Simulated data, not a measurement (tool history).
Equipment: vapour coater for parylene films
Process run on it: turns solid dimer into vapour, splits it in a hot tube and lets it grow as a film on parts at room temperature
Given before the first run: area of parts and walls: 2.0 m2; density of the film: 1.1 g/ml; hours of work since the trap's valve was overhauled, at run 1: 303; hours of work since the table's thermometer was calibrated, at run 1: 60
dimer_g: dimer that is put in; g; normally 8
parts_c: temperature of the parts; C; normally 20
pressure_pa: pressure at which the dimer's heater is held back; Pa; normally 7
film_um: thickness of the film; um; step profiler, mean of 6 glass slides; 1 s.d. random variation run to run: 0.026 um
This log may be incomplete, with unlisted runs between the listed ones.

run     day  dimer_g  parts_c  pressure_pa  hours of work since the trap's valve was overhauled  hours of work since the table's thermometer was calibrated  film_um
  1       0        8       20            7                                                  303                                                          60     2.01
  2     0.5        8       16            7                                                  313                                                          70     2.23
  3   0.846        8       16            7                                                  319                                                          76      2.3
  4   1.458        8       20            7                                                  331                                                          88     2.05
  5   1.938        8       20            7                                                  339                                                          96     2.07
  6   2.396        8       28            7                                                  348                                                         105     1.64
  7   2.946        8       28            7                                                  358                                                         115     1.62
  8   3.417        8       28            7                                                  367                                                         124     1.65
  9   3.725        8       28            7                                                  373                                                         130     1.64
 10   4.054        8       20            7                                                  379                                                         136     2.05
 11   4.604        8       20            7                                                  389                                                         146     2.03
 12   5.171        8       20            7                                                  400                                                         157     2.02
 13   5.504        8       20            7                                                  406                                                         163     2.04
 14   6.062        8       20            7                                                  416                                                         173     2.07
 15   6.429        8       20            7                                                  423                                                         180     2.04
 16   6.967        8       20         2.17                                                  433                                                         190     2.24
 17   7.462        8       19            7                                                  442                                                         199     2.08
 18   7.938        4       19            7                                                  451                                                         208     1.09
 19   8.388        4       19            7                                                  459                                                         217     1.03
 20   8.962        4       19            7                                                  470                                                         227     1.01
 21   9.483        7       20            7                                                  480                                                         237     1.83
 22  10.008        7       20            7                                                  490                                                         247     1.77
 23  10.446        7       20            7                                                  498                                                         255     1.76
 24  10.925        8       20            7                                                  507                                                         264     2.03
 25    11.5        4       13         5.95                                                  517                                                         274     1.25
 26  12.108        5       21         3.53                                                  529                                                         286     1.29
 27  12.383       10       15         3.72                                                  534                                                         291     3.04
 28  12.675        6       19         3.64                                                  539                                                         296     1.66
 29  13.175        6       21          4.8                                                  549                                                         306     1.54
 30  13.488        6       21          4.8                                                  554                                                         311     1.58
 31  14.092        5       17         2.72                                                  566                                                         323     1.49
 32    14.5        9       24         2.72                                                  573                                                         330     2.19
 33    14.8        8       20         4.58                                                  579                                                         336     2.12
 34  15.125        9       30         3.55                                                  585                                                         342     1.82
 35  15.629        9       22         3.55                                                  594                                                         351     2.26
     15.879  -- trap's valve overhauled
 36  16.396        9       22         3.55                                                   10                                                         362      2.3
 37  16.712        4       16            7                                                   16                                                         368     1.12
 38  17.342        4       20            7                                                   27                                                         380     0.99
 39  17.846        9       27         2.27                                                   37                                                         389     2.03
 40  18.208        7       12            7                                                   43                                                         396     2.23
 41  18.588        7       12            7                                                   50                                                         403     2.23
 42  19.204       11       26         2.47                                                   62                                                         415     2.54
 43  19.575        8       21         7.09                                                   69                                                         422     1.96
 44  19.858        9       13         2.53                                                   74                                                         427     3.05
 45  20.388        9       13         2.53                                                   84                                                         437     2.99
 46  20.804       10       13         2.53                                                   92                                                         444     3.34
 47  21.454       10       13         2.53                                                  104                                                         457     3.28

Forecast each of these 4 alternatives for the next run:
  A  21.988        7       13         2.53                                                  114                                                         466        ?
  B  21.988        5       14          6.1                                                  114                                                         466        ?
  C  21.988       12       30        10.39                                                  114                                                         466        ?
  D  21.988        4       13         3.53                                                  114                                                         466        ?

run  film_um
  A     2.37
  B     1.53
  C     2.21
  D     1.29
Stripped of hidden state, with their random variation kept, the same runs would have yielded:
run  film_um
  A     2.38
  B     1.53
  C     2.21
  D     1.29
